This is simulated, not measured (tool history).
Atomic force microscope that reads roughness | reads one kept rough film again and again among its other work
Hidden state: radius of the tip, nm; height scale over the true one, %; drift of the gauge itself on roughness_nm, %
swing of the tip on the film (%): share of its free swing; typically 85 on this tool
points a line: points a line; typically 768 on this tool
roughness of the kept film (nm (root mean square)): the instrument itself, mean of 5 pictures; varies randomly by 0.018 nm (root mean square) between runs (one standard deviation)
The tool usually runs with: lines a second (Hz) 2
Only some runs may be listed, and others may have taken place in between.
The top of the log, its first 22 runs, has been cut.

run   hour  lines a second (Hz)  swing of the tip on the film (%)  points a line  pictures with this tip  hours of work since the height scale was calibrated  roughness of the kept film (nm (root mean square))
 23    152                 0.94                                85            525                      78                                                  102                                                3.91
 24    158                 0.94                                85            525                      84                                                  104                                                3.86
 25  163.6                 1.27                                85            768                      90                                                  107                                               3.766
 26  172.5                 0.61                                85            347                      99                                                  111                                               3.845
 27  180.4                    2                                85            634                     107                                                  114                                               3.571
 28    185                    2                                85            634                     112                                                  116                                               3.562
 29  191.1                 2.43                                83            930                     118                                                  119                                               3.494
 30  197.7                    2                                85            606                     125                                                  122                                               3.476
 31  202.4                 2.13                                71            267                     130                                                  124                                               3.578
 32  210.2                 0.56                                85            477                     138                                                  127                                                3.67
 33  214.8                 0.56                                85            477                     143                                                  130                                               3.643
 34  222.8                 0.56                                85            477                     151                                                  133                                               3.593
 35  227.8                    2                                61            461                     157                                                  135                                               3.557
     233.3  -- new tip fitted
 36  235.3                    2                                61            461                       2                                                  138                                               4.522
 37  239.3                    2                                61            461                       6                                                  140                                               4.549

Predict each of these 5 candidate next runs independently; none follows another, all start after run 37:
  A  248.7                    2                                84            768                      16                                                  144                                                   ?
  B  248.7                 0.98                                86            655                      16                                                  144                                                   ?
  C  248.7                 1.72                                71            273                      16                                                  144                                                   ?
  D  248.7                 3.57                                72            461                      16                                                  144                                                   ?
  E  248.7                    2                                85            480                      16                                                  144                                                   ?

run  roughness of the kept film (nm (root mean square))
  A                                               4.163
  B                                               4.325
  C                                               4.343
  D                                               4.166
  E                                               4.126
With the hidden condition removed and each run's random variation left untouched, the same runs would have given:
run  roughness of the kept film (nm (root mean square))
  A                                               4.292
  B                                               4.459
  C                                               4.478
  D                                               4.294
  E                                               4.254

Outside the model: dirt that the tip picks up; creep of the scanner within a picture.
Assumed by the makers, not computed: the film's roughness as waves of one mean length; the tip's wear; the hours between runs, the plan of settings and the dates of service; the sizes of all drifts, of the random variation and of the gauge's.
